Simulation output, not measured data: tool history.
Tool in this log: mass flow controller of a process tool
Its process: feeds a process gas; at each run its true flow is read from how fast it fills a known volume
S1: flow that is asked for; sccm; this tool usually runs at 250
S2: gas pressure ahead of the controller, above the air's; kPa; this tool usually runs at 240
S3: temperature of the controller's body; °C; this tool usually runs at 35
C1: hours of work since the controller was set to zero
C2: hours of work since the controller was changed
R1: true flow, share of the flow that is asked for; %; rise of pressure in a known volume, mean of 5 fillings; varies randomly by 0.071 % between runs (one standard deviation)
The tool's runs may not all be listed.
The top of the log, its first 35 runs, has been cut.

{"run": 36, "day": 173.162, "S1": 87, "S2": 240, "S3": 25, "C1": 191, "C2": 191, "R1": 100.47}
{"run": 37, "day": 178.812, "S1": 102, "S2": 161, "S3": 31, "C1": 288, "C2": 288, "R1": 100.11}
{"run": 38, "day": 182.196, "S1": 127, "S2": 166, "S3": 35, "C1": 347, "C2": 347, "R1": 100.3}
{"run": 39, "day": 187.971, "S1": 295, "S2": 240, "S3": 35, "C1": 447, "C2": 447, "R1": 100.72}
{"run": 40, "day": 190.733, "S1": 295, "S2": 231, "S3": 27, "C1": 495, "C2": 495, "R1": 100.38}
{"run": 41, "day": 193.688, "S1": 464, "S2": 181, "S3": 39, "C1": 546, "C2": 546, "R1": 100.67}
{"run": 42, "day": 199.242, "S1": 86, "S2": 240, "S3": 35, "C1": 642, "C2": 642, "R1": 101.05}
{"run": 43, "day": 202.85, "S1": 90, "S2": 240, "S3": 28, "C1": 705, "C2": 705, "R1": 100.92}
{"run": 44, "day": 208.692, "S1": 370, "S2": 240, "S3": 27, "C1": 806, "C2": 806, "R1": 100.77}
{"run": 45, "day": 213.367, "S1": 370, "S2": 240, "S3": 27, "C1": 887, "C2": 887, "R1": 100.63}
{"run": 46, "day": 217.183, "S1": 370, "S2": 240, "S3": 27, "C1": 953, "C2": 953, "R1": 100.78}
{"run": 47, "day": 220.617, "S1": 370, "S2": 240, "S3": 27, "C1": 1013, "C2": 1013, "R1": 100.69}

4 options for the next run, each taken on its own from the tool as it stands now. Forecast them:
{"run": "A", "day": 225.371, "S1": 370, "S2": 279, "S3": 29, "C1": 1095, "C2": 1095, "R1": "?"}
{"run": "B", "day": 225.371, "S1": 250, "S2": 152, "S3": 22, "C1": 1095, "C2": 1095, "R1": "?"}
{"run": "C", "day": 225.371, "S1": 139, "S2": 240, "S3": 28, "C1": 1095, "C2": 1095, "R1": "?"}
{"run": "D", "day": 225.371, "S1": 203, "S2": 189, "S3": 27, "C1": 1095, "C2": 1095, "R1": "?"}

run=A R1=100.89
run=B R1=100.06
run=C R1=100.84
run=D R1=100.42
What these runs would have given with no unlogged condition in the tool:
run=A R1=100.33
run=B R1=99.39
run=C R1=99.90
run=D R1=99.68
